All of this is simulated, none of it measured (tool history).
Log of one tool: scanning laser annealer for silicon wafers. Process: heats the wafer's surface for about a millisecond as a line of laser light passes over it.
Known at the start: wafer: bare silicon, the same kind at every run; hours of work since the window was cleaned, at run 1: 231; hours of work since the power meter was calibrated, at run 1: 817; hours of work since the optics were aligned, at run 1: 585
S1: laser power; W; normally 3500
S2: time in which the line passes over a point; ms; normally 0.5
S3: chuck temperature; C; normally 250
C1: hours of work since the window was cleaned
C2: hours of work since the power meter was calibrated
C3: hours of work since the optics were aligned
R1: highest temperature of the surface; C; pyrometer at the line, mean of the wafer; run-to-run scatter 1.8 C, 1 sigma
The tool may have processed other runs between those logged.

| run | hour | S1 | S2 | S3 | C1 | C2 | C3 | R1 |
|---|---|---|---|---|---|---|---|---|
| 1 | 0 | 3500 | 0.5 | 250 | 231 | 817 | 585 | 1042 |
| 2 | 69.5 | 3500 | 0.4 | 250 | 261 | 846 | 615 | 959 |
| 3 | 148.9 | 3500 | 0.4 | 250 | 295 | 880 | 649 | 959 |
| 4 | 214.4 | 3500 | 0.4 | 250 | 323 | 908 | 677 | 954 |
| 5 | 287.6 | 3500 | 0.4 | 250 | 354 | 940 | 708 | 954 |
| 6 | 326.1 | 3500 | 0.4 | 250 | 371 | 956 | 725 | 952 |
| 7 | 387.4 | 3500 | 0.4 | 250 | 397 | 983 | 751 | 951 |
|  | 396.3 | window over the wafer cleaned |
| 8 | 446.9 | 3500 | 0.5 | 269 | 22 | 1007 | 776 | 1040 |
| 9 | 511 | 3500 | 0.5 | 250 | 49 | 1035 | 803 | 1015 |
| 10 | 553.1 | 3452 | 0.378 | 254 | 67 | 1053 | 821 | 915 |
| 11 | 637.3 | 3152 | 0.537 | 233 | 103 | 1089 | 857 | 923 |
| 12 | 700.7 | 3443 | 0.5 | 250 | 130 | 1116 | 884 | 994 |
| 13 | 745.4 | 3500 | 0.479 | 250 | 150 | 1135 | 904 | 991 |
| 14 | 812.1 | 3500 | 0.479 | 250 | 178 | 1164 | 932 | 991 |
|  | 836.9 | optics aligned, line set to its width |
|  | 845.6 | window over the wafer cleaned, once more |
| 15 | 864.7 | 3337 | 0.439 | 250 | 8 | 1183 | 11 | 969 |

Run 16, settings as shown, results not yet in. Your forecast:
| 16 | 930.4 | 3497 | 0.4 | 277 | 36 | 1212 | 39 | ? |

{"run 16": {"R1": 1001}}
With no hidden state in the tool, this same run would have given R1 1009 C.

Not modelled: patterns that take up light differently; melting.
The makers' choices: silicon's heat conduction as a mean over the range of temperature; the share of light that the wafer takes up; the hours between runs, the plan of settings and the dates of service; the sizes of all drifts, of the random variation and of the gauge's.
